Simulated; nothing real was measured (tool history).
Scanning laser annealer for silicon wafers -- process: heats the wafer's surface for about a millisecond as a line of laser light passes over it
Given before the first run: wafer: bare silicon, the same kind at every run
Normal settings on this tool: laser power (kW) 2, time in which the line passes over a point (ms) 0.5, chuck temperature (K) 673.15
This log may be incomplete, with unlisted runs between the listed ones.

run,hour,laser power (kW),time in which the line passes over a point (ms),chuck temperature (K),highest temperature of the surface (K)
1,0,2,0.5,673.15,1497.15
2,11.2,2,0.5,673.15,1498.15
3,23.9,2,0.5,673.15,1499.15
4,36.5,2,0.5,673.15,1497.15
5,45.2,1.874,0.5,673.15,1433.15
6,55.4,1.874,0.5,673.15,1432.15
7,74,1.874,0.5,673.15,1430.15
8,83.8,2.109,0.5,673.15,1555.15
9,97,1.994,0.5,673.15,1497.15
10,114.1,1.936,0.393,635.15,1322.15
11,126,1.936,0.431,661.15,1384.15
12,133.9,2,0.497,686.15,1505.15
13,149.2,1.907,0.473,689.15,1438.15
14,158.4,2,0.416,673.15,1413.15
15,173.5,2.116,0.378,685.15,1430.15

Predict each of these 5 candidate next runs independently; none follows another, all start after run 15:
A,182.1,1.755,0.5,673.15,?
B,182.1,2.185,0.5,673.15,?
C,182.1,2.116,0.378,695.15,?
D,182.1,1.742,0.5,657.15,?
E,182.1,2.01,0.562,652.15,?

run,highest temperature of the surface (K)
A,1371.15
B,1598.15
C,1443.15
D,1348.15
E,1538.15
With the hidden condition removed and each run's random variation left untouched, the same runs would have given:
run,highest temperature of the surface (K)
A,1371.15
B,1599.15
C,1444.15
D,1349.15
E,1539.15

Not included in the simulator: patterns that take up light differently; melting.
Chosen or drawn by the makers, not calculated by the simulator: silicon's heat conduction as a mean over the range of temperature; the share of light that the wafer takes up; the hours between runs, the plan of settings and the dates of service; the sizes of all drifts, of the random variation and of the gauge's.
